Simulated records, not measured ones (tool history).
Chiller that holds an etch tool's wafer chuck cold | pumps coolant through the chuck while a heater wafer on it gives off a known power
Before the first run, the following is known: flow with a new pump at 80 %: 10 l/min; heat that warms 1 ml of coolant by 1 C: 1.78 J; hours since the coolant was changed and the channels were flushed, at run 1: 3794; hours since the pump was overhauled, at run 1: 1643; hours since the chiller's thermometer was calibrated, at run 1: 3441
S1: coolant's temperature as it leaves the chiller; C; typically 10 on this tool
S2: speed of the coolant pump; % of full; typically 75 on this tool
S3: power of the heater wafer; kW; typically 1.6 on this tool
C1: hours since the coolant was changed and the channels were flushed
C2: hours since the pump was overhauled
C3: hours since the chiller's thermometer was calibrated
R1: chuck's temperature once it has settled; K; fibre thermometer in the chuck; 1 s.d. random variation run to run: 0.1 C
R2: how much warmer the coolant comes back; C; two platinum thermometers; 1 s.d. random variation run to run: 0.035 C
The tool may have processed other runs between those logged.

{"run": 1, "day": 0.0, "S1": 10, "S2": 75, "S3": 1.6, "C1": 3794, "C2": 1643, "C3": 3441, "R1": 294.95, "R2": 5.79}
{"run": 2, "day": 1.058, "S1": 10, "S2": 75, "S3": 1.6, "C1": 3819, "C2": 1669, "C3": 3467, "R1": 294.85, "R2": 5.82}
{"run": 3, "day": 2.121, "S1": 10, "S2": 75, "S3": 1.6, "C1": 3845, "C2": 1694, "C3": 3492, "R1": 295.05, "R2": 5.76}
{"run": 4, "day": 3.6, "S1": 10, "S2": 75, "S3": 1.6, "C1": 3880, "C2": 1730, "C3": 3528, "R1": 294.85, "R2": 5.66}
{"run": 5, "day": 5.221, "S1": 10, "S2": 75, "S3": 1.6, "C1": 3919, "C2": 1769, "C3": 3567, "R1": 294.75, "R2": 5.76}
{"run": 6, "day": 6.371, "S1": 10, "S2": 75, "S3": 1.6, "C1": 3947, "C2": 1796, "C3": 3594, "R1": 294.95, "R2": 5.82}

Expected results for the next run?
{"run": 7, "day": 8.208, "S1": 10, "S2": 75, "S3": 1.6, "C1": 3991, "C2": 1840, "C3": 3638, "R1": "?", "R2": "?"}

Run 7 came out at R1 295.05 K, R2 5.73 C.
On a tool with no hidden condition, and with the same random variation, this run would have come out at R1 294.95 K, R2 5.73 C.
